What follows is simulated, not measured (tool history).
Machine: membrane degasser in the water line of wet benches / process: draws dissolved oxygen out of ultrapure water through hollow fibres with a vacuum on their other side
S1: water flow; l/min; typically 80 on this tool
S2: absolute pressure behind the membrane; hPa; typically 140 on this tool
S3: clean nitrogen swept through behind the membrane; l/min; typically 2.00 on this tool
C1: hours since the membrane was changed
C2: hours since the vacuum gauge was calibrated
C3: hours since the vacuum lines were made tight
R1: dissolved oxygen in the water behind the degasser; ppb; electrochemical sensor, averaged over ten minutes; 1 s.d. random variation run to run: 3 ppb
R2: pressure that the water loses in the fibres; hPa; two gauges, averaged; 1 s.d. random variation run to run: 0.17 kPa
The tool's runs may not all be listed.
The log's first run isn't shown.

{"run": 2, "day": 1.112, "S1": 82, "S2": 140, "S3": 2.0, "C1": 171, "C2": 2377, "C3": 3471, "R1": 823.1, "R2": 294.2}
{"run": 3, "day": 2.575, "S1": 82, "S2": 140, "S3": 2.0, "C1": 206, "C2": 2412, "C3": 3506, "R1": 822.1, "R2": 293.8}
{"run": 4, "day": 4.212, "S1": 82, "S2": 140, "S3": 2.0, "C1": 245, "C2": 2451, "C3": 3545, "R1": 820.6, "R2": 295.2}
{"run": 5, "day": 5.346, "S1": 80, "S2": 140, "S3": 2.0, "C1": 273, "C2": 2479, "C3": 3573, "R1": 804.4, "R2": 286.2}
{"run": 6, "day": 7.033, "S1": 80, "S2": 140, "S3": 2.0, "C1": 313, "C2": 2519, "C3": 3613, "R1": 807.7, "R2": 285.4}
{"run": 7, "day": 8.733, "S1": 80, "S2": 140, "S3": 2.0, "C1": 354, "C2": 2560, "C3": 3654, "R1": 808.0, "R2": 286.7}
{"run": 8, "day": 10.025, "S1": 80, "S2": 140, "S3": 4.81, "C1": 385, "C2": 2591, "C3": 3685, "R1": 400.2, "R2": 286.5}
{"run": 9, "day": 11.379, "S1": 80, "S2": 140, "S3": 4.81, "C1": 417, "C2": 2624, "C3": 3717, "R1": 401.8, "R2": 285.1}
{"run": 10, "day": 12.171, "S1": 80, "S2": 140, "S3": 4.81, "C1": 436, "C2": 2642, "C3": 3736, "R1": 399.7, "R2": 283.3}
{"run": 11, "day": 13.508, "S1": 80, "S2": 140, "S3": 4.81, "C1": 469, "C2": 2675, "C3": 3768, "R1": 400.3, "R2": 285.8}
{"run": 12, "day": 15.033, "S1": 80, "S2": 140, "S3": 2.0, "C1": 505, "C2": 2711, "C3": 3805, "R1": 807.8, "R2": 284.7}
{"run": 13, "day": 16.279, "S1": 80, "S2": 140, "S3": 2.0, "C1": 535, "C2": 2741, "C3": 3835, "R1": 813.6, "R2": 284.3}
{"run": 14, "day": 17.908, "S1": 80, "S2": 162, "S3": 2.0, "C1": 574, "C2": 2780, "C3": 3874, "R1": 965.5, "R2": 285.8}
{"run": 15, "day": 19.088, "S1": 80, "S2": 140, "S3": 2.0, "C1": 602, "C2": 2808, "C3": 3902, "R1": 808.6, "R2": 286.7}
{"run": 16, "day": 20.271, "S1": 80, "S2": 140, "S3": 2.0, "C1": 631, "C2": 2837, "C3": 3931, "R1": 815.9, "R2": 287.9}
{"run": 17, "day": 21.104, "S1": 80, "S2": 140, "S3": 2.0, "C1": 651, "C2": 2857, "C3": 3951, "R1": 809.0, "R2": 286.9}
{"run": 18, "day": 22.612, "S1": 80, "S2": 99, "S3": 2.0, "C1": 687, "C2": 2893, "C3": 3987, "R1": 524.1, "R2": 286.7}
{"run": 19, "day": 23.646, "S1": 51, "S2": 176, "S3": 1.87, "C1": 712, "C2": 2918, "C3": 4012, "R1": 784.4, "R2": 183.2}
{"run": 20, "day": 24.779, "S1": 121, "S2": 119, "S3": 0.94, "C1": 739, "C2": 2945, "C3": 4039, "R1": 1462.7, "R2": 430.6}
{"run": 21, "day": 26.221, "S1": 121, "S2": 119, "S3": 0.94, "C1": 774, "C2": 2980, "C3": 4074, "R1": 1462.6, "R2": 433.9}
{"run": 22, "day": 27.333, "S1": 89, "S2": 205, "S3": 1.2, "C1": 800, "C2": 3006, "C3": 4100, "R1": 1876.1, "R2": 321.0}
{"run": 23, "day": 29.179, "S1": 84, "S2": 171, "S3": 2.69, "C1": 845, "C2": 3051, "C3": 4145, "R1": 855.0, "R2": 301.3}
{"run": 24, "day": 29.992, "S1": 84, "S2": 171, "S3": 2.69, "C1": 864, "C2": 3070, "C3": 4164, "R1": 848.1, "R2": 301.9}
{"run": 25, "day": 31.25, "S1": 63, "S2": 120, "S3": 5.76, "C1": 894, "C2": 3100, "C3": 4194, "R1": 225.1, "R2": 224.3}
{"run": 26, "day": 32.358, "S1": 63, "S2": 120, "S3": 5.76, "C1": 921, "C2": 3127, "C3": 4221, "R1": 224.9, "R2": 225.7}

Run 27 comes next. What will it give?
{"run": 27, "day": 34.125, "S1": 102, "S2": 172, "S3": 4.06, "C1": 963, "C2": 3169, "C3": 4263, "R1": "?", "R2": "?"}

R1: 744.3 ppb
R2: 363.3 hPa
Had the tool carried no hidden state, the very same run would have given R1 734.5 ppb, R2 363.2 hPa.
